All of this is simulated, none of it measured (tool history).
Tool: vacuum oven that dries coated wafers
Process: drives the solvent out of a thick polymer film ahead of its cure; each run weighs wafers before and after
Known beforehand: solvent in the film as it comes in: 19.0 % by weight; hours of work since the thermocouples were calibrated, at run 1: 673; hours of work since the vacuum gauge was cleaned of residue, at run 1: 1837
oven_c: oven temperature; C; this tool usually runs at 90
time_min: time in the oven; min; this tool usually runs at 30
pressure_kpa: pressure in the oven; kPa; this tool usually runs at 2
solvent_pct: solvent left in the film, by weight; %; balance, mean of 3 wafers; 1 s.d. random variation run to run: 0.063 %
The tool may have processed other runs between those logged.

run	hour	oven_c	time_min	pressure_kpa	hours of work since the thermocouples were calibrated	hours of work since the vacuum gauge was cleaned of residue	solvent_pct
1	0	90	30	2	673	1837	4.57
2	87.2	90	21	2	720	1885	6.11
3	127.8	90	21	2	743	1907	6.26
4	179.3	90	30	2	771	1935	4.59
5	222.4	90	30	2	794	1959	4.73
# hour 268.1: oven's thermocouples calibrated
6	270.4	90	45	2	1	1984	2.8
7	354.1	90	45	2	47	2029	2.72
8	427.7	90	39	2	87	2070	3.18
9	469	90	45	2	110	2092	2.85
10	505.4	90	45	2	130	2112	2.86
11	547.5	90	45	2	153	2135	2.89
12	624.1	90	45	2	194	2177	2.85
13	687.2	90	45	2	229	2211	2.88
14	766.8	90	25	2	272	2255	5.04
15	821.6	90	25	2	302	2285	5.1
16	884.7	90	30	1.26	337	2319	3.76
17	936.1	90	30	2.84	365	2347	5.15
18	1022.6	90	30	2.84	412	2395	4.91
19	1075.8	90	30	2.84	441	2424	4.87
20	1157.9	90	29	2	486	2468	4.53
21	1211.6	90	29	2	515	2498	4.54
22	1249.2	90	29	2	536	2518	4.4
23	1305.6	90	30	2	567	2549	4.47
24	1391.3	90	30	2	613	2596	4.45
25	1454.7	94	19	3.18	648	2631	5.6
26	1500.2	97	18	2	673	2655	4.12
27	1556.8	97	18	2	704	2686	4.07
28	1606.7	79	47	1.45	731	2713	6.79
29	1678.3	81	51	1.45	770	2753	5.39
30	1756.8	81	51	1.45	813	2795	5.49
# hour 1769.8: oven's thermocouples calibrated
31	1812.4	81	51	1.45	23	2825	5.18
32	1869.5	81	51	1.45	54	2856	4.96
33	1922.4	90	47	3.48	83	2885	3.98
34	1979.4	92	37	2.48	114	2916	3.25
35	2053.8	91	26	2	155	2957	4.59
# hour 2069.6: vacuum gauge cleaned of residue and calibrated
36	2098.3	91	26	2	179	16	4.02
37	2140.6	91	26	2	202	39	4.13
38	2209.6	79	18	1.22	239	76	10.36
39	2264.3	85	21	3.08	269	106	8.52
40	2332.3	85	21	3.08	306	143	8.37
41	2393.5	85	32	3.08	340	177	6.48
42	2475.4	97	20	3.08	385	222	3.8
43	2560.1	80	35	1.52	431	268	7.12
44	2648	90	19	6.8	479	316	9.05
45	2730.1	83	45	2	524	361	5.02
46	2788.9	78	31	2	556	393	9.16
47	2868.5	79	30	5.62	599	436	11.74

What if the next run were any one of these 3? Each begins from the tool's condition after run 47:
A	2952.8	104	16	5.62	645	482	?
B	2952.8	79	29	2	645	482	?
C	2952.8	90	25	1.49	645	482	?

run	solvent_pct
A	3.86
B	9.23
C	4.67
Without the tool's unlogged condition, the same runs would have read:
run	solvent_pct
A	3.65
B	8.89
C	4.36

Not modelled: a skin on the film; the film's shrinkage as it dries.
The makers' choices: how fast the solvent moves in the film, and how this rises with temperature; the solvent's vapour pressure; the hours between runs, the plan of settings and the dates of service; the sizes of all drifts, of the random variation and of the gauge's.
